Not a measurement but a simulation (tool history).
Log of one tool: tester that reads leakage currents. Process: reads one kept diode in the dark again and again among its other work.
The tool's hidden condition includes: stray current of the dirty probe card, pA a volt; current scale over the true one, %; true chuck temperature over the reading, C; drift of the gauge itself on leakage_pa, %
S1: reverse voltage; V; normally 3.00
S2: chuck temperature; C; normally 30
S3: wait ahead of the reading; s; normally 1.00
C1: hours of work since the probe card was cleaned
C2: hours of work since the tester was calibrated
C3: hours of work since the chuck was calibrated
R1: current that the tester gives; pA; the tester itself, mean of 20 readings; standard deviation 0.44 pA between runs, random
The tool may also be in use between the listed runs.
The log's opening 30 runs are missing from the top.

| run | day | S1 | S2 | S3 | C1 | C2 | C3 | R1 |
|---|---|---|---|---|---|---|---|---|
| 31 | 115.862 | 12.79 | 26 | 7.04 | 2761 | 908 | 265 | 194.20 |
| 32 | 118.254 | 12.79 | 48 | 1.34 | 2794 | 941 | 298 | 1000.90 |
| 33 | 121.204 | 12.79 | 48 | 1.34 | 2834 | 981 | 338 | 999.16 |
| 34 | 125.546 | 1.90 | 34 | 4.25 | 2893 | 1041 | 398 | 159.08 |
| 35 | 130.600 | 1.90 | 34 | 0.57 | 2963 | 1110 | 467 | 157.16 |
| 36 | 133.038 | 3.00 | 23 | 1.00 | 2996 | 1143 | 500 | 78.61 |
| 37 | 137.304 | 3.00 | 23 | 1.00 | 3054 | 1202 | 558 | 77.86 |
| 38 | 141.621 | 3.00 | 33 | 3.57 | 3113 | 1261 | 618 | 171.58 |
| 39 | 144.588 | 3.00 | 33 | 3.57 | 3154 | 1301 | 658 | 171.28 |
| 40 | 148.404 | 2.34 | 30 | 2.17 | 3206 | 1354 | 710 | 119.99 |

Here are 3 independent what-if runs from the current tool condition. What would each one return?
| A | 153.750 | 17.00 | 30 | 5.67 | 3279 | 1427 | 783 | ? |
| B | 153.750 | 3.00 | 38 | 4.54 | 3279 | 1427 | 783 | ? |
| C | 153.750 | 8.64 | 52 | 2.44 | 3279 | 1427 | 783 | ? |

| run | R1 |
|---|---|
| A | 281.51 |
| B | 246.99 |
| C | 1066.63 |
With the hidden condition removed and each run's random variation left untouched, the same runs would have given:
| run | R1 |
|---|---|
| A | 295.49 |
| B | 273.49 |
| C | 1175.99 |
